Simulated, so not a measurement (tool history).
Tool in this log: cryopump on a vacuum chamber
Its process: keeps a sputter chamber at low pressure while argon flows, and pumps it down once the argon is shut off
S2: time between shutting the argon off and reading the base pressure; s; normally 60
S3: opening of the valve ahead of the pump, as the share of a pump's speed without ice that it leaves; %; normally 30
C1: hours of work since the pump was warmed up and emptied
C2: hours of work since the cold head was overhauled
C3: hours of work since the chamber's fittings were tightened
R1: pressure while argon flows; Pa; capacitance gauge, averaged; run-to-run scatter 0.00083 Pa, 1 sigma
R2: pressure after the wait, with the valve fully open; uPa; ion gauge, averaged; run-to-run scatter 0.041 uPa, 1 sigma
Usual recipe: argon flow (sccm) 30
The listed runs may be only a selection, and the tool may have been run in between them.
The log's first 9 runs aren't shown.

Run 10, hour 206.8: usual settings but argon flow (sccm) 24, S3 22 %; C1 423; C2 423; C3 1113. Result: R1 0.1821 Pa, R2 3.79 uPa.
Run 11, hour 236.8: usual settings but argon flow (sccm) 24, S3 22 %; C1 445; C2 445; C3 1135. Result: R1 0.1856 Pa, R2 3.81 uPa.
Run 12, hour 269.6: usual settings but argon flow (sccm) 24, S3 22 %; C1 469; C2 469; C3 1159. Result: R1 0.1848 Pa, R2 4 uPa.
Run 13, hour 297.6: usual settings but S3 18 %; C1 489; C2 489; C3 1179. Result: R1 0.2812 Pa, R2 3.95 uPa.
Run 14, hour 321.8: usual settings but S3 39 %; C1 506; C2 506; C3 1196. Result: R1 0.1317 Pa, R2 4 uPa.
Run 15, hour 355.1: usual settings; C1 530; C2 530; C3 1220. Result: R1 0.1714 Pa, R2 4.05 uPa.
Run 16, hour 387.9: usual settings but argon flow (sccm) 46; C1 554; C2 554; C3 1244. Result: R1 0.2614 Pa, R2 4.06 uPa.
Run 17, hour 422.7: usual settings but argon flow (sccm) 46; C1 579; C2 579; C3 1269. Result: R1 0.2628 Pa, R2 4.02 uPa.
Run 18, hour 452.5: usual settings but argon flow (sccm) 46; C1 600; C2 600; C3 1290. Result: R1 0.2629 Pa, R2 4.01 uPa.
Run 19, hour 475.5: usual settings but argon flow (sccm) 24, S3 33 %; C1 617; C2 617; C3 1307. Result: R1 0.1263 Pa, R2 4.15 uPa.
Run 20, hour 503.2: usual settings but S3 44 %; C1 637; C2 637; C3 1327. Result: R1 0.119 Pa, R2 4.23 uPa.
Run 21, hour 526.3: usual settings but S3 22 %; C1 653; C2 653; C3 1343. Result: R1 0.2334 Pa, R2 4.13 uPa.

Predict the results of run 22:
Run 22, hour 562.8: usual settings but argon flow (sccm) 24, S3 22 %; C1 680; C2 680; C3 1370. Result: R1 ?, R2 ?.

{"run 22": {"R1": 0.1874, "R2": 4.21}}
On a tool with no hidden condition, and with the same random variation, this run would have come out at R1 0.1812 Pa, R2 2.32 uPa.

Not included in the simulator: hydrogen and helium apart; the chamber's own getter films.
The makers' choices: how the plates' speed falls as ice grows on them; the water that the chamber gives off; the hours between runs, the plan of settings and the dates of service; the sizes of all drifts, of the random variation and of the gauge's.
